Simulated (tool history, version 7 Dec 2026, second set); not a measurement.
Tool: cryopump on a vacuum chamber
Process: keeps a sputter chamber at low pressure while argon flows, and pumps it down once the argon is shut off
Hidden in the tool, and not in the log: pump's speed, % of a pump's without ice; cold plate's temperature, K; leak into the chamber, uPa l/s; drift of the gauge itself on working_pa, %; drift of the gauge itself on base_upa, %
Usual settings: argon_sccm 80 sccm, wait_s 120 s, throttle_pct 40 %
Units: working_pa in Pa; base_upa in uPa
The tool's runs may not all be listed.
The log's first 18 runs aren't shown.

| run | hour | argon_sccm | wait_s | throttle_pct | hours of work since the pump was warmed up and emptied | hours of work since the cold head was overhauled | hours of work since the chamber's fittings were tightened | working_pa | base_upa |
|---|---|---|---|---|---|---|---|---|---|
| 19 | 428.3 | 86 | 241 | 38 | 202 | 620 | 1392 | 0.3376 | 2.64 |
| 20 | 464.1 | 86 | 28 | 38 | 233 | 651 | 1423 | 0.3385 | 4.19 |
| 21 | 485.4 | 86 | 28 | 38 | 252 | 670 | 1442 | 0.3407 | 4.17 |
| 22 | 503.8 | 80 | 121 | 40 | 268 | 686 | 1458 | 0.3046 | 3.03 |
| 23 | 525.1 | 80 | 121 | 40 | 287 | 705 | 1477 | 0.306 | 3.02 |
| 24 | 542.2 | 32 | 121 | 37 | 302 | 720 | 1492 | 0.1327 | 3.19 |
| 25 | 574.6 | 35 | 120 | 20 | 330 | 748 | 1520 | 0.2577 | 3.32 |
| 26 | 598.5 | 35 | 120 | 20 | 351 | 769 | 1541 | 0.2615 | 3.38 |
| 27 | 633.9 | 57 | 29 | 28 | 383 | 800 | 1572 | 0.3116 | 4.63 |
| 28 | 655.7 | 57 | 29 | 56 | 402 | 819 | 1591 | 0.1726 | 4.78 |
|  | 679.9 | pump warmed up, emptied and cooled again |
| 29 | 692 | 152 | 53 | 30 | 11 | 847 | 1619 | 0.7126 | 3.35 |
| 30 | 718.6 | 111 | 263 | 30 | 34 | 870 | 1642 | 0.5219 | 2.77 |
| 31 | 741.5 | 98 | 85 | 30 | 54 | 890 | 1662 | 0.466 | 3.14 |

Forecast each of these 4 alternatives for the next run:
| A | 762 | 141 | 85 | 57 | 72 | 908 | 1680 | ? | ? |
| B | 762 | 38 | 115 | 30 | 72 | 908 | 1680 | ? | ? |
| C | 762 | 80 | 120 | 17 | 72 | 908 | 1680 | ? | ? |
| D | 762 | 80 | 62 | 24 | 72 | 908 | 1680 | ? | ? |

| run | working_pa | base_upa |
|---|---|---|
| A | 0.36 | 3.18 |
| B | 0.1817 | 3.08 |
| C | 0.6669 | 3.02 |
| D | 0.4741 | 3.52 |
Without the tool's hidden state the same runs would have given:
| run | working_pa | base_upa |
|---|---|---|
| A | 0.3474 | 0.72 |
| B | 0.1783 | 0.59 |
| C | 0.6598 | 0.6 |
| D | 0.467 | 1 |

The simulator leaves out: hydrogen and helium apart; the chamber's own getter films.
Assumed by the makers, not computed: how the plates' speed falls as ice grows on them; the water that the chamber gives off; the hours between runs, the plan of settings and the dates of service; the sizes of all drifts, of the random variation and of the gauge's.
